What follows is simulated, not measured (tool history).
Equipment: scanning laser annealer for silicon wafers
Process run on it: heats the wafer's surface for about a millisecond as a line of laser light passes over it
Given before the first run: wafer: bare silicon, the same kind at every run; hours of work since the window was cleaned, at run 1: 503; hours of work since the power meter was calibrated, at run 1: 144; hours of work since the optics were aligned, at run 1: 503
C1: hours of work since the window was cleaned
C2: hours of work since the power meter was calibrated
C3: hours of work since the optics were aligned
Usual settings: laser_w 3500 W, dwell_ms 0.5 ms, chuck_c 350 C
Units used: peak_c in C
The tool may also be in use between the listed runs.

run 1 hour=0 | laser_w=3500 dwell_ms=0.5 chuck_c=350 | C1=503 C2=144 C3=503 | peak_c=1125
run 2 hour=61.7 | laser_w=3500 dwell_ms=0.5 chuck_c=350 | C1=547 C2=188 C3=547 | peak_c=1123
run 3 hour=136.5 | laser_w=3021 dwell_ms=0.5 chuck_c=350 | C1=600 C2=242 C3=600 | peak_c=983
run 4 hour=221.7 | laser_w=3500 dwell_ms=0.5 chuck_c=350 | C1=661 C2=303 C3=661 | peak_c=1115
run 5 hour=294.2 | laser_w=3500 dwell_ms=0.5 chuck_c=350 | C1=713 C2=354 C3=713 | peak_c=1114
run 6 hour=383.5 | laser_w=3500 dwell_ms=0.5 chuck_c=350 | C1=777 C2=418 C3=777 | peak_c=1105
run 7 hour=448.3 | laser_w=3500 dwell_ms=0.5 chuck_c=350 | C1=823 C2=464 C3=823 | peak_c=1105
run 8 hour=510.7 | laser_w=3500 dwell_ms=0.5 chuck_c=350 | C1=867 C2=509 C3=867 | peak_c=1098
-- hour=541.1 window over the wafer cleaned
run 9 hour=552.9 | laser_w=3177 dwell_ms=0.369 chuck_c=387 | C1=8 C2=537 C3=896 | peak_c=977
-- hour=562.7 optics aligned, line set to its width
run 10 hour=608.4 | laser_w=3177 dwell_ms=0.369 chuck_c=387 | C1=44 C2=573 C3=33 | peak_c=994
run 11 hour=690.9 | laser_w=3177 dwell_ms=0.369 chuck_c=387 | C1=103 C2=632 C3=91 | peak_c=994
run 12 hour=741.9 | laser_w=3177 dwell_ms=0.369 chuck_c=387 | C1=140 C2=669 C3=128 | peak_c=993
run 13 hour=781.1 | laser_w=3177 dwell_ms=0.369 chuck_c=387 | C1=168 C2=697 C3=156 | peak_c=987
run 14 hour=861.6 | laser_w=3500 dwell_ms=0.493 chuck_c=350 | C1=225 C2=754 C3=213 | peak_c=1136
run 15 hour=902.8 | laser_w=3556 dwell_ms=0.394 chuck_c=374 | C1=254 C2=783 C3=243 | peak_c=1093

Measured minus without-hidden-state, run by run (identical run-to-run variation in each term; gauge scatter may differ):
Hidden state present: light that passes the window, % of a clean one's; laser's true power over the reading, %; width of the line over the set one, %; drift of the gauge itself on peak_c, C.
run=1 peak_c=-33
run=2 peak_c=-35
run=3 peak_c=-32
run=4 peak_c=-43
run=5 peak_c=-46
run=6 peak_c=-51
run=7 peak_c=-54
run=8 peak_c=-56
run=9 peak_c=-18
run=10 peak_c=+1
run=11 peak_c=-2
run=12 peak_c=-4
run=13 peak_c=-5
run=14 peak_c=-10
run=15 peak_c=-11
